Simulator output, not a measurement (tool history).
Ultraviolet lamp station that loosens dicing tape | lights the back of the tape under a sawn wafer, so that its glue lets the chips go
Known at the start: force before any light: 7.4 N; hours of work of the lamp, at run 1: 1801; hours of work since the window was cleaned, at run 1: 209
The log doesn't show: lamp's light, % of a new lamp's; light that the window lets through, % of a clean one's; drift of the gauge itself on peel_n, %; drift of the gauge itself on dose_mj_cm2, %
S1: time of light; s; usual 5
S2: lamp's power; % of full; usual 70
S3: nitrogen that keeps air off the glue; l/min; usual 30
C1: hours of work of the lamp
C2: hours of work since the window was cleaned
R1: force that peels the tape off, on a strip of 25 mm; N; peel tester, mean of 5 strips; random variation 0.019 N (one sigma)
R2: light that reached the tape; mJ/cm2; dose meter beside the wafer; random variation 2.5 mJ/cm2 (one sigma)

Run 1, hour 0.0: usual settings; C1 1801; C2 209. Result: R1 2.114 N, R2 177 mJ/cm2.
Run 2, hour 76.1: usual settings; C1 1847; C2 255. Result: R1 2.108 N, R2 174 mJ/cm2.
Run 3, hour 160.6: usual settings; C1 1897; C2 306. Result: R1 2.200 N, R2 170 mJ/cm2.
Run 4, hour 215.3: usual settings; C1 1930; C2 338. Result: R1 2.256 N, R2 165 mJ/cm2.
At hour 246.8: lamp changed.
Run 5, hour 290.5: usual settings; C1 26; C2 383. Result: R1 1.157 N, R2 270 mJ/cm2.
Run 6, hour 345.8: usual settings; C1 59; C2 416. Result: R1 1.212 N, R2 264 mJ/cm2.
Run 7, hour 389.4: usual settings; C1 86; C2 442. Result: R1 1.137 N, R2 262 mJ/cm2.
Run 8, hour 479.5: usual settings; C1 140; C2 497. Result: R1 1.201 N, R2 255 mJ/cm2.
Run 9, hour 546.7: usual settings; C1 180; C2 537. Result: R1 1.270 N, R2 247 mJ/cm2.
Run 10, hour 639.3: usual settings; C1 236; C2 593. Result: R1 1.278 N, R2 246 mJ/cm2.
Run 11, hour 724.6: usual settings but S1 3 s; C1 287; C2 644. Result: R1 2.600 N, R2 145 mJ/cm2.
At hour 779.3: window cleaned of glue's vapour.
Run 12, hour 781.2: usual settings; C1 321; C2 1. Result: R1 1.091 N, R2 274 mJ/cm2.
Run 13, hour 875.5: usual settings; C1 377; C2 58. Result: R1 1.163 N, R2 267 mJ/cm2.
Run 14, hour 947.4: usual settings but S1 3 s, S2 76 % of full, S3 18 l/min; C1 421; C2 101. Result: R1 2.599 N, R2 172 mJ/cm2.
Run 15, hour 1009.9: usual settings but S1 3 s, S2 76 % of full, S3 18 l/min; C1 458; C2 139. Result: R1 2.568 N, R2 166 mJ/cm2.
Run 16, hour 1055.7: usual settings but S1 8 s, S2 86 % of full, S3 10 l/min; C1 486; C2 166. Result: R1 0.626 N, R2 501 mJ/cm2.
Run 17, hour 1113.9: usual settings but S1 3 s, S2 86 % of full, S3 14 l/min; C1 521; C2 201. Result: R1 2.528 N, R2 185 mJ/cm2.
Run 18, hour 1173.6: usual settings but S2 89 % of full, S3 44 l/min; C1 557; C2 237. Result: R1 0.724 N, R2 311 mJ/cm2.
Run 19, hour 1249.9: usual settings but S2 89 % of full, S3 44 l/min; C1 602; C2 283. Result: R1 0.742 N, R2 301 mJ/cm2.
Run 20, hour 1293.9: usual settings but S2 89 % of full, S3 56 l/min; C1 629; C2 309. Result: R1 0.678 N, R2 302 mJ/cm2.
Run 21, hour 1357.8: usual settings but S1 3 s, S2 90 % of full, S3 24 l/min; C1 667; C2 348. Result: R1 2.265 N, R2 182 mJ/cm2.
Run 22, hour 1402.8: usual settings but S1 3 s, S2 90 % of full, S3 24 l/min; C1 694; C2 375. Result: R1 2.198 N, R2 179 mJ/cm2.
Run 23, hour 1495.6: usual settings but S1 3 s, S2 90 % of full, S3 24 l/min; C1 750; C2 430. Result: R1 2.338 N, R2 175 mJ/cm2.
Run 24, hour 1590.3: usual settings but S1 3 s, S3 25 l/min; C1 807; C2 487. Result: R1 3.015 N, R2 130 mJ/cm2.
Run 25, hour 1631.1: usual settings but S1 9 s, S3 12 l/min; C1 831; C2 512. Result: R1 0.945 N, R2 389 mJ/cm2.
Run 26, hour 1713.8: usual settings but S2 66 % of full; C1 881; C2 561. Result: R1 1.827 N, R2 201 mJ/cm2.

Forecast each of these 5 alternatives for the next run:
Run A, hour 1758.0: usual settings but S2 64 % of full, S3 9 l/min; C1 908; C2 588. Result: R1 ?, R2 ?.
Run B, hour 1758.0: usual settings but S2 74 % of full, S3 52 l/min; C1 908; C2 588. Result: R1 ?, R2 ?.
Run C, hour 1758.0: usual settings but S2 62 % of full; C1 908; C2 588. Result: R1 ?, R2 ?.
Run D, hour 1758.0: usual settings but S3 40 l/min; C1 908; C2 588. Result: R1 ?, R2 ?.
Run E, hour 1758.0: usual settings but S1 4 s, S2 66 % of full; C1 908; C2 588. Result: R1 ?, R2 ?.

run     R1   R2
  A  2.791  193
  B  1.340  220
  C  1.894  185
  D  1.526  213
  E  2.415  156
Without the tool's hidden state the same runs would have given:
run     R1   R2
  A  1.854  276
  B  0.672  317
  C  1.102  265
  D  0.804  305
  E  1.506  224
